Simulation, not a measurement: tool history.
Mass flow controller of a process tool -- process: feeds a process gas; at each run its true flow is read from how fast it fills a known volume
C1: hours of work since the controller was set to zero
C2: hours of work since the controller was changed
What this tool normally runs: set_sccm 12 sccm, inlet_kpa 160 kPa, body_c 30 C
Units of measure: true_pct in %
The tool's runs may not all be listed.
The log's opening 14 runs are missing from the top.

{"run": 15, "hour": 2647.0, "set_sccm": 12, "inlet_kpa": 160, "body_c": 37, "C1": 3232, "C2": 3232, "true_pct": 98.15}
{"run": 16, "hour": 2849.3, "set_sccm": 12, "inlet_kpa": 160, "body_c": 37, "C1": 3303, "C2": 3303, "true_pct": 98.28}
{"run": 17, "hour": 3125.7, "set_sccm": 7, "inlet_kpa": 160, "body_c": 37, "C1": 3400, "C2": 3400, "true_pct": 97.49}
{"run": 18, "hour": 3281.7, "set_sccm": 5, "inlet_kpa": 160, "body_c": 37, "C1": 3454, "C2": 3454, "true_pct": 97.09}
{"run": 19, "hour": 3426.5, "set_sccm": 5, "inlet_kpa": 160, "body_c": 37, "C1": 3505, "C2": 3505, "true_pct": 97.32}
{"run": 20, "hour": 3580.1, "set_sccm": 10, "inlet_kpa": 202, "body_c": 35, "C1": 3559, "C2": 3559, "true_pct": 98.02}
{"run": 21, "hour": 3735.1, "set_sccm": 10, "inlet_kpa": 202, "body_c": 35, "C1": 3613, "C2": 3613, "true_pct": 97.93}
{"run": 22, "hour": 3998.0, "set_sccm": 11, "inlet_kpa": 202, "body_c": 35, "C1": 3705, "C2": 3705, "true_pct": 98.26}
{"run": 23, "hour": 4271.0, "set_sccm": 12, "inlet_kpa": 243, "body_c": 30, "C1": 3800, "C2": 3800, "true_pct": 98.52}
{"run": 24, "hour": 4480.5, "set_sccm": 12, "inlet_kpa": 243, "body_c": 30, "C1": 3874, "C2": 3874, "true_pct": 98.47}
{"run": 25, "hour": 4769.8, "set_sccm": 12, "inlet_kpa": 243, "body_c": 30, "C1": 3975, "C2": 3975, "true_pct": 98.52}
{"run": 26, "hour": 5001.7, "set_sccm": 12, "inlet_kpa": 243, "body_c": 30, "C1": 4056, "C2": 4056, "true_pct": 98.54}
{"run": 27, "hour": 5217.9, "set_sccm": 12, "inlet_kpa": 243, "body_c": 30, "C1": 4132, "C2": 4132, "true_pct": 98.43}
{"run": 28, "hour": 5484.3, "set_sccm": 2, "inlet_kpa": 244, "body_c": 21, "C1": 4225, "C2": 4225, "true_pct": 97.28}
{"run": 29, "hour": 5663.2, "set_sccm": 4, "inlet_kpa": 276, "body_c": 30, "C1": 4288, "C2": 4288, "true_pct": 97.09}
{"run": 30, "hour": 5937.6, "set_sccm": 4, "inlet_kpa": 276, "body_c": 30, "C1": 4384, "C2": 4384, "true_pct": 97.13}
{"run": 31, "hour": 6137.2, "set_sccm": 4, "inlet_kpa": 276, "body_c": 30, "C1": 4453, "C2": 4453, "true_pct": 97.26}
{"run": 32, "hour": 6286.0, "set_sccm": 4, "inlet_kpa": 276, "body_c": 30, "C1": 4505, "C2": 4505, "true_pct": 97.25}
{"run": 33, "hour": 6536.6, "set_sccm": 3, "inlet_kpa": 160, "body_c": 20, "C1": 4593, "C2": 4593, "true_pct": 97.76}
{"run": 34, "hour": 6733.2, "set_sccm": 3, "inlet_kpa": 160, "body_c": 20, "C1": 4662, "C2": 4662, "true_pct": 97.61}
{"run": 35, "hour": 6878.2, "set_sccm": 2, "inlet_kpa": 217, "body_c": 26, "C1": 4713, "C2": 4713, "true_pct": 97.09}
{"run": 36, "hour": 7067.3, "set_sccm": 2, "inlet_kpa": 217, "body_c": 26, "C1": 4779, "C2": 4779, "true_pct": 97.19}
{"run": 37, "hour": 7270.1, "set_sccm": 2, "inlet_kpa": 217, "body_c": 26, "C1": 4850, "C2": 4850, "true_pct": 97.16}

Consider 3 possible next runs. They are alternatives, not a sequence: every one starts from the tool as it was left by run 37. What does each give?
{"run": "A", "hour": 7409.0, "set_sccm": 2, "inlet_kpa": 146, "body_c": 26, "C1": 4898, "C2": 4898, "true_pct": "?"}
{"run": "B", "hour": 7409.0, "set_sccm": 2, "inlet_kpa": 249, "body_c": 29, "C1": 4898, "C2": 4898, "true_pct": "?"}
{"run": "C", "hour": 7409.0, "set_sccm": 3, "inlet_kpa": 246, "body_c": 26, "C1": 4898, "C2": 4898, "true_pct": "?"}

run=A true_pct=97.42
run=B true_pct=96.92
run=C true_pct=97.18
Stripped of hidden state, with their random variation kept, the same runs would have yielded:
run=A true_pct=97.45
run=B true_pct=96.96
run=C true_pct=97.2

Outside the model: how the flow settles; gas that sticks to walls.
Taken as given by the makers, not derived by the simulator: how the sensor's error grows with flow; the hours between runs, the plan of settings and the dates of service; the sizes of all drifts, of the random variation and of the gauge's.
